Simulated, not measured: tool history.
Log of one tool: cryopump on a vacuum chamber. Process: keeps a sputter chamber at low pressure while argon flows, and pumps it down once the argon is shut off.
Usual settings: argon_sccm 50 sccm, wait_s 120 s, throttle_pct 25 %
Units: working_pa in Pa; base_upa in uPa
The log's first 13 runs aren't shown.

{"run": 14, "hour": 856.9, "argon_sccm": 50, "wait_s": 31, "throttle_pct": 25, "working_pa": 0.2634, "base_upa": 3.76}
{"run": 15, "hour": 895.3, "argon_sccm": 50, "wait_s": 120, "throttle_pct": 25, "working_pa": 0.2677, "base_upa": 1.61}
{"hour": 911.4, "done": "pump warmed up, emptied and cooled again"}
{"run": 16, "hour": 980.9, "argon_sccm": 50, "wait_s": 120, "throttle_pct": 37, "working_pa": 0.1667, "base_upa": 1.53}
{"run": 17, "hour": 1018.9, "argon_sccm": 50, "wait_s": 120, "throttle_pct": 37, "working_pa": 0.1683, "base_upa": 1.55}
{"run": 18, "hour": 1108.2, "argon_sccm": 22, "wait_s": 120, "throttle_pct": 28, "working_pa": 0.0998, "base_upa": 1.73}
{"run": 19, "hour": 1147.0, "argon_sccm": 40, "wait_s": 25, "throttle_pct": 46, "working_pa": 0.1133, "base_upa": 4.78}
{"run": 20, "hour": 1231.4, "argon_sccm": 35, "wait_s": 125, "throttle_pct": 35, "working_pa": 0.1312, "base_upa": 1.87}
{"run": 21, "hour": 1306.8, "argon_sccm": 39, "wait_s": 148, "throttle_pct": 20, "working_pa": 0.248, "base_upa": 1.94}
{"run": 22, "hour": 1396.4, "argon_sccm": 86, "wait_s": 29, "throttle_pct": 16, "working_pa": 0.6846, "base_upa": 4.91}
{"hour": 1447.8, "done": "pump warmed up, emptied and cooled again"}
{"run": 23, "hour": 1474.9, "argon_sccm": 27, "wait_s": 32, "throttle_pct": 25, "working_pa": 0.1318, "base_upa": 4.3}
{"run": 24, "hour": 1547.1, "argon_sccm": 33, "wait_s": 122, "throttle_pct": 31, "working_pa": 0.132, "base_upa": 2.11}
{"run": 25, "hour": 1591.0, "argon_sccm": 30, "wait_s": 25, "throttle_pct": 24, "working_pa": 0.156, "base_upa": 5.28}
{"run": 26, "hour": 1648.8, "argon_sccm": 35, "wait_s": 55, "throttle_pct": 24, "working_pa": 0.182, "base_upa": 3.31}
{"run": 27, "hour": 1722.9, "argon_sccm": 22, "wait_s": 22, "throttle_pct": 24, "working_pa": 0.1175, "base_upa": 5.99}
{"run": 28, "hour": 1765.5, "argon_sccm": 22, "wait_s": 22, "throttle_pct": 24, "working_pa": 0.1165, "base_upa": 6.34}
{"run": 29, "hour": 1848.6, "argon_sccm": 45, "wait_s": 31, "throttle_pct": 18, "working_pa": 0.3174, "base_upa": 5.29}
{"run": 30, "hour": 1920.9, "argon_sccm": 45, "wait_s": 31, "throttle_pct": 18, "working_pa": 0.3228, "base_upa": 5.32}
{"hour": 1985.7, "done": "pump warmed up, emptied and cooled again"}
{"run": 31, "hour": 1989.1, "argon_sccm": 31, "wait_s": 25, "throttle_pct": 19, "working_pa": 0.1999, "base_upa": 5.74}
{"run": 32, "hour": 2067.7, "argon_sccm": 27, "wait_s": 22, "throttle_pct": 32, "working_pa": 0.1037, "base_upa": 6.35}
{"run": 33, "hour": 2134.4, "argon_sccm": 36, "wait_s": 59, "throttle_pct": 19, "working_pa": 0.2374, "base_upa": 3.79}

Forecast each of these 5 alternatives for the next run:
{"run": "A", "hour": 2178.7, "argon_sccm": 50, "wait_s": 120, "throttle_pct": 21, "working_pa": "?", "base_upa": "?"}
{"run": "B", "hour": 2178.7, "argon_sccm": 20, "wait_s": 59, "throttle_pct": 58, "working_pa": "?", "base_upa": "?"}
{"run": "C", "hour": 2178.7, "argon_sccm": 50, "wait_s": 251, "throttle_pct": 52, "working_pa": "?", "base_upa": "?"}
{"run": "D", "hour": 2178.7, "argon_sccm": 50, "wait_s": 120, "throttle_pct": 25, "working_pa": "?", "base_upa": "?"}
{"run": "E", "hour": 2178.7, "argon_sccm": 23, "wait_s": 59, "throttle_pct": 37, "working_pa": "?", "base_upa": "?"}

run=A working_pa=0.2981 base_upa=2.97
run=B working_pa=0.0449 base_upa=3.90
run=C working_pa=0.1263 base_upa=2.60
run=D working_pa=0.2521 base_upa=2.89
run=E working_pa=0.0801 base_upa=3.76
Without the tool's hidden state the same runs would have given:
run=A working_pa=0.2873 base_upa=1.00
run=B working_pa=0.0406 base_upa=1.90
run=C working_pa=0.1156 base_upa=0.63
run=D working_pa=0.2414 base_upa=0.99
run=E working_pa=0.0752 base_upa=1.85

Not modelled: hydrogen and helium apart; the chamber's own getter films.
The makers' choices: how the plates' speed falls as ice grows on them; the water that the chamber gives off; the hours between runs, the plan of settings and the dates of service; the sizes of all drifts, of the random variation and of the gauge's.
